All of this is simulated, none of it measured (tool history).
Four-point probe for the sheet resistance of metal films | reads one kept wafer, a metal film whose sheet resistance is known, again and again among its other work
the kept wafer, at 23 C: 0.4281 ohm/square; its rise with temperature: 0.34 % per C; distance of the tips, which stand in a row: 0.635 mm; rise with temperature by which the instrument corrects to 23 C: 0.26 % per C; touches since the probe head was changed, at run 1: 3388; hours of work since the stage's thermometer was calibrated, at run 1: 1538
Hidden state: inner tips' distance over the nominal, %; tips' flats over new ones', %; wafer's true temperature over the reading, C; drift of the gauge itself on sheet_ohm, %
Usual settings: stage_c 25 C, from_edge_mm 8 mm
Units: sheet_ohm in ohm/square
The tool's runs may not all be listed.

run    hour  stage_c  from_edge_mm  touches since the probe head was changed  hours of work since the stage's thermometer was calibrated  sheet_ohm
  1       0       25             8                                      3388                                                        1538    0.42906
  2      68       25             8                                      5249                                                        1577   0.428938
  3   134.8       25             8                                      7077                                                        1615   0.428881
  4   189.5       25             8                                      8574                                                        1646   0.428699
  5   233.1       25             8                                      9769                                                        1671   0.428656
  6   303.6       18             8                                     11698                                                        1711   0.426097
  7   375.5       18             8                                     13666                                                        1752   0.426118
  8   432.4       18             8                                     15224                                                        1785   0.426044
  9   484.5       18             8                                     16651                                                        1815   0.425971
 10   540.3       18             8                                     18177                                                        1846   0.425978
 11   580.1       18             8                                     19268                                                        1869    0.42586
 12   635.6       18             8                                     20787                                                        1901   0.425871
 13   672.7       18             5                                     21801                                                        1922   0.428101
 14   751.2       25             8                                     23951                                                        1966   0.428303
 15   816.5       25             8                                     25737                                                        2004   0.428314
 16   850.7       25             8                                     26674                                                        2023    0.42809
      867.4  -- stage's thermometer calibrated
 17   907.6       25             8                                     28218                                                          23   0.428363
 18   952.7       25             8                                     29453                                                          49   0.428387
 19  1019.3       31             8                                     31277                                                          87   0.430309
 20  1082.5       31             8                                     33007                                                         123   0.430515
 21  1119.3       25             8                                     34013                                                         143    0.42822
 22  1159.6       25             8                                     35118                                                         166   0.428214
 23  1225.9       25             6                                     36933                                                         204   0.429169
 24  1307.2       23            32                                     39157                                                         251   0.425844
 25  1348.6       30             7                                     40290                                                         274   0.430216
 26  1410.1       18            20                                     41974                                                         309    0.42422
 27  1455.3       18            20                                     43212                                                         335   0.424147
 28  1508.3       25            31                                     44662                                                         365   0.426553
 29  1550.2       25             9                                     45808                                                         389    0.42748
 30  1584.1       24            47                                     46737                                                         408   0.426045
 31  1623.5       30             7                                     47816                                                         431   0.430141
 32  1681.4       33            22                                     49401                                                         464    0.42918
 33    1731       23             8                                     50757                                                         492   0.427152
 34  1776.3       25            49                                     51999                                                         518   0.426276
 35  1852.8       28             8                                     54091                                                         561   0.428582
 36  1889.5       32             6                                     55096                                                         582   0.431052
 37  1947.6       30             7                                     56687                                                         615   0.429535
 38  2023.7       28             8                                     58770                                                         659   0.428461
 39  2095.5       29            46                                     60737                                                         700   0.427222
 40  2146.9       29            46                                     62144                                                         729   0.427253
 41  2192.9       29            46                                     63402                                                         755   0.427053
 42  2259.4       26             5                                     65222                                                         793   0.429744
 43  2327.3       22             6                                     67082                                                         832   0.426961
 44    2369       19            31                                     68222                                                         855   0.423504

Run 45 comes next. What will it give?
 45  2451.8       32            31                                     70489                                                         903          ?

Run 45 gave sheet_ohm 0.428063 ohm/square.
Without the tool's hidden state the same run would have given sheet_ohm 0.431365 ohm/square.
